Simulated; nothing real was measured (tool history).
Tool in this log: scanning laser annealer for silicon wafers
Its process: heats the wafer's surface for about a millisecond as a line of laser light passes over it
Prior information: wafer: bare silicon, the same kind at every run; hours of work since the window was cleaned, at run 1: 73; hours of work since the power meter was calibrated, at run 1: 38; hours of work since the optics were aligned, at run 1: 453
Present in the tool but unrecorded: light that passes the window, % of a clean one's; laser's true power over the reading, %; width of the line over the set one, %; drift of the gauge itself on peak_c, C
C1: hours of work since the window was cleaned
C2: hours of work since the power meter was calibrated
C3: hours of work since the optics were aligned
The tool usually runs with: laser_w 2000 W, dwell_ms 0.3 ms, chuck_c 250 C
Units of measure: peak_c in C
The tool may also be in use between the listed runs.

Run 1, hour 0: usual settings; C1 73; C2 38; C3 453. Result: peak_c 1024 C.
Run 2, hour 6.5: usual settings but chuck_c 284 C; C1 78; C2 42; C3 457. Result: peak_c 1056 C.
Run 3, hour 12.3: usual settings but chuck_c 284 C; C1 81; C2 46; C3 461. Result: peak_c 1057 C.
Run 4, hour 21.4: usual settings but laser_w 2105 W, chuck_c 284 C; C1 87; C2 51; C3 467. Result: peak_c 1099 C.
Run 5, hour 31.6: usual settings but laser_w 2105 W, chuck_c 284 C; C1 93; C2 58; C3 473. Result: peak_c 1101 C.
Run 6, hour 37.8: usual settings but laser_w 2105 W, chuck_c 284 C; C1 97; C2 62; C3 477. Result: peak_c 1098 C.
Run 7, hour 47.6: usual settings but laser_w 2105 W, chuck_c 284 C; C1 103; C2 68; C3 483. Result: peak_c 1099 C.
Run 8, hour 61.8: usual settings but laser_w 2105 W, chuck_c 284 C; C1 112; C2 76; C3 492. Result: peak_c 1100 C.
Run 9, hour 70.7: usual settings but laser_w 2105 W, chuck_c 284 C; C1 118; C2 82; C3 497. Result: peak_c 1099 C.
Run 10, hour 76.4: usual settings but laser_w 2183 W; C1 121; C2 86; C3 501. Result: peak_c 1099 C.
Run 11, hour 84.4: usual settings but laser_w 2183 W; C1 126; C2 91; C3 506. Result: peak_c 1097 C.
Run 12, hour 97.7: usual settings but laser_w 2183 W; C1 135; C2 99; C3 514. Result: peak_c 1097 C.
Run 13, hour 105.7: usual settings but laser_w 2183 W; C1 140; C2 104; C3 519. Result: peak_c 1098 C.
Run 14, hour 118.6: usual settings but laser_w 1773 W, dwell_ms 0.262 ms, chuck_c 219 C; C1 148; C2 112; C3 527. Result: peak_c 846 C.
Run 15, hour 126.7: usual settings but laser_w 2059 W, dwell_ms 0.269 ms, chuck_c 272 C; C1 153; C2 117; C3 532. Result: peak_c 1019 C.
Run 16, hour 135.4: usual settings but laser_w 2059 W, dwell_ms 0.269 ms, chuck_c 272 C; C1 158; C2 123; C3 538. Result: peak_c 1018 C.
Run 17, hour 145.9: usual settings but laser_w 2059 W, dwell_ms 0.269 ms, chuck_c 272 C; C1 165; C2 129; C3 544. Result: peak_c 1018 C.
Run 18, hour 157: usual settings but laser_w 2059 W, dwell_ms 0.269 ms, chuck_c 272 C; C1 172; C2 136; C3 551. Result: peak_c 1021 C.
Run 19, hour 163.5: usual settings but laser_w 2115 W, dwell_ms 0.302 ms, chuck_c 263 C; C1 176; C2 140; C3 555. Result: peak_c 1082 C.
Run 20, hour 176.2: usual settings but laser_w 2115 W, dwell_ms 0.285 ms, chuck_c 217 C; C1 184; C2 148; C3 563. Result: peak_c 1012 C.
Run 21, hour 190.3: usual settings but laser_w 1732 W, dwell_ms 0.285 ms, chuck_c 217 C; C1 192; C2 157; C3 572. Result: peak_c 856 C.
Run 22, hour 202.5: usual settings but laser_w 1732 W, dwell_ms 0.285 ms, chuck_c 217 C; C1 200; C2 164; C3 580. Result: peak_c 856 C.
Run 23, hour 210.2: usual settings but laser_w 2116 W, dwell_ms 0.271 ms, chuck_c 231 C; C1 205; C2 169; C3 584. Result: peak_c 1002 C.
Run 24, hour 216.9: usual settings but laser_w 2116 W, dwell_ms 0.271 ms, chuck_c 231 C; C1 209; C2 173; C3 589. Result: peak_c 1004 C.

Pick out some run-to-run changes in peak_c. Of each, how much would a tool without hidden state show as well, from the settings, what came in and chance, and how much is left for the hidden state and any gauge scatter not in both results compared?
Run 13 -> 14: laser_w 2183 -> 1773, dwell_ms 0.3 -> 0.262, chuck_c 250 -> 219. peak_c -252 C: hidden state +2, all else -254.
Run 14 -> 15: laser_w 1773 -> 2059, dwell_ms 0.262 -> 0.269, chuck_c 219 -> 272. peak_c +173 C: hidden state -2, all else +175.
Run 22 -> 23: laser_w 1732 -> 2116, dwell_ms 0.285 -> 0.271, chuck_c 217 -> 231. peak_c +146 C: hidden state -3, all else +149.

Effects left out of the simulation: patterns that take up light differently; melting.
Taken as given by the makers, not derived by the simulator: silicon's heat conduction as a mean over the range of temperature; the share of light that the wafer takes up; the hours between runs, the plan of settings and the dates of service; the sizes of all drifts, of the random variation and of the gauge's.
